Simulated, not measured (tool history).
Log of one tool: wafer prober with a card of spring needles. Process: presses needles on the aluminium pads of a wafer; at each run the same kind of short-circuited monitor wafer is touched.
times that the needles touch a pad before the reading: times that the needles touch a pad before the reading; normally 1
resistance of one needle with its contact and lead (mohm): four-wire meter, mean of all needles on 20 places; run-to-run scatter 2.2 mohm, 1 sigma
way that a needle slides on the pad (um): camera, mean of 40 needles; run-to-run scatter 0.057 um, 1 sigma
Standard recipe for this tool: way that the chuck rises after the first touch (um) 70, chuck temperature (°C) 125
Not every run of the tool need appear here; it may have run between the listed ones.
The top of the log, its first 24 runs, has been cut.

run   hour  way that the chuck rises after the first touch (um)  chuck temperature (°C)  times that the needles touch a pad before the reading  resistance of one needle with its contact and lead (mohm)  way that a needle slides on the pad (um)
     290.5  -- tips cleaned on abrasive film
     303.4  -- tips cleaned on abrasive film
 25  303.5                                                   85                      61                                                      2                                                        230                                     13.58
     317.1  -- tips cleaned on abrasive film
 26  317.6                                                   85                      61                                                      2                                                        231                                     13.61
 27  325.5                                                   85                      61                                                      2                                                        235                                     13.62
     331.1  -- tips cleaned on abrasive film
 28  335.9                                                   70                     103                                                      2                                                        244                                     11.18
     345.1  -- tips cleaned on abrasive film
 29  348.9                                                   70                     103                                                      2                                                        243                                     11.19
     358.8  -- tips cleaned on abrasive film
 30  361.3                                                   70                     103                                                      2                                                        240                                      11.1
     372.7  -- tips cleaned on abrasive film
 31  376.6                                                   60                      27                                                      1                                                        224                                      9.42
     385.5  -- tips cleaned on abrasive film
 32  392.7                                                   76                      25                                                      1                                                        229                                      12.1
     398.8  -- tips cleaned on abrasive film
 33  405.8                                                   51                     125                                                      2                                                        249                                      7.94

Branching from run 33: 4 alternative next runs. What would each branch give?
     411.7  -- tips cleaned on abrasive film
  A  419.4                                                   56                      34                                                      1                                                          ?                                         ?
     411.7  -- tips cleaned on abrasive film
  B  419.4                                                   63                      94                                                      2                                                          ?                                         ?
     411.7  -- tips cleaned on abrasive film
  C  419.4                                                   51                      40                                                      2                                                          ?                                         ?
     411.7  -- tips cleaned on abrasive film
  D  419.4                                                   51                      48                                                      2                                                          ?                                         ?

run  resistance of one needle with its contact and lead (mohm)  way that a needle slides on the pad (um)
  A                                                        235                                      8.81
  B                                                        245                                      9.89
  C                                                        235                                      8.06
  D                                                        232                                      7.98
Take away the tool's hidden state, keep each run's random variation, and the runs would have read:
run  resistance of one needle with its contact and lead (mohm)  way that a needle slides on the pad (um)
  A                                                        224                                      9.02
  B                                                        241                                      10.1
  C                                                        228                                      8.27
  D                                                        225                                      8.19
